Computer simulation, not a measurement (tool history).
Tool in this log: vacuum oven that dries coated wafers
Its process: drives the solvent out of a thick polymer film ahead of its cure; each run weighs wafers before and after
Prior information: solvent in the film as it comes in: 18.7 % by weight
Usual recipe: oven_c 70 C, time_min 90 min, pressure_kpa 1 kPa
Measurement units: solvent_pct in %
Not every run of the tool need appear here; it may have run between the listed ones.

run   hour  oven_c  time_min  pressure_kpa  solvent_pct
  1      0      70        90             1        0.791
  2    6.2      70        90             1        0.788
  3   13.6      70        90             1        0.784
  4   22.7      70        90             1        0.796
  5   29.1      70        90             1        0.792
  6   37.2      70        90             1        0.767
  7   46.5      70        90             1        0.794
  8   55.7      78        90             1        0.244
  9   67.3      70        90             1        0.799
 10   74.2      70        90             1        0.792
 11   82.5      70        90             1        0.796
 12   88.2      70        90             1        0.792
 13    100      70        90             1        0.791
 14  108.5      70        90             1        0.778
 15  113.8      70        90             1        0.786
 16  123.1      70        90             1        0.798
 17  131.4      70        90             1        0.783
 18  142.6      58        90             1        4.477
 19  151.4      70       114             1        0.495
 20  157.4      70       114             1        0.484
 21  169.4      70        49             1        2.649
 22  177.7      70        49             1        2.633
       182  -- oven's thermocouples calibrated
 23  188.3      70        49             1        2.646
 24  194.4      70        49             1        2.647
 25  202.5      59        58          0.67        6.278
 26  210.4      65       115          1.82        1.419
 27  218.6      59       137          0.59        1.996
 28  225.5      59       137          0.59        1.991
 29  235.5      66        81          2.63        2.437
 30  246.5      70        89          0.77        0.743
 31  253.8      57       102             1        4.282
 32  263.4      57       102             1        4.279
 33  274.9      70       161          0.65        0.218
 34  282.5      70       161          0.65        0.215
 35  290.8      62        81             1        3.309
 36  296.4      84        90          2.32         0.37
 37  307.6      84        90          2.32        0.379
 38  313.4      70        66          3.04        2.065
 39    324      70        90           0.7        0.712

Forecast run 40:
 40  332.7      70        90           0.7            ?

Run 40 yielded solvent_pct 0.708 %.
Minus the tool's unlogged condition, the same run would have read solvent_pct 0.709 %.

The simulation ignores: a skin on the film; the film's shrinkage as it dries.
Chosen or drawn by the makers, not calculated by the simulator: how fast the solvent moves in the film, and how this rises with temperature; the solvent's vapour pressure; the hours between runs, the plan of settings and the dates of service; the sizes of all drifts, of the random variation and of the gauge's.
